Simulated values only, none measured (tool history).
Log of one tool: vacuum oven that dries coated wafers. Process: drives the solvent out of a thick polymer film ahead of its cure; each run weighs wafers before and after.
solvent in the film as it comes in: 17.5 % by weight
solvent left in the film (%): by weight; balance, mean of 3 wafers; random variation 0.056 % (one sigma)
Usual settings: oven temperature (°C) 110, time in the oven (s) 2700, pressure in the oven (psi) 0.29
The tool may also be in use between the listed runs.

| run | hour | oven temperature (°C) | time in the oven (s) | pressure in the oven (psi) | solvent left in the film (%) |
|---|---|---|---|---|---|
| 1 | 0 | 110 | 2700 | 0.29 | 2.7 |
| 2 | 57.7 | 110 | 2700 | 0.29 | 2.49 |
| 3 | 97.5 | 110 | 2700 | 0.29 | 2.61 |
| 4 | 140.3 | 110 | 2700 | 0.29 | 2.61 |
| 5 | 168.8 | 110 | 2700 | 0.29 | 2.59 |
| 6 | 223.9 | 110 | 2700 | 0.29 | 2.57 |
| 7 | 269.9 | 110 | 1560 | 0.196 | 5.05 |
| 8 | 330.6 | 110 | 1560 | 0.196 | 4.93 |
| 9 | 382.4 | 110 | 4320 | 0.29 | 1.15 |
| 10 | 441.8 | 101 | 3000 | 1.079 | 5.74 |
| 11 | 470.6 | 110 | 4080 | 0.788 | 1.86 |
| 12 | 522.7 | 116 | 3660 | 0.276 | 0.72 |

4 ways to go on from here, each from the tool as it stands after run 12. What would each give?
| A | 574.1 | 110 | 2700 | 0.818 | ? |
| B | 574.1 | 116 | 1380 | 0.276 | ? |
| C | 574.1 | 109 | 1560 | 0.516 | ? |
| D | 574.1 | 118 | 3660 | 0.276 | ? |

| run | solvent left in the film (%) |
|---|---|
| A | 3.26 |
| B | 4.18 |
| C | 5.7 |
| D | 0.6 |
Without the tool's hidden state the same runs would have given:
| run | solvent left in the film (%) |
|---|---|
| A | 3.24 |
| B | 4.17 |
| C | 5.69 |
| D | 0.59 |
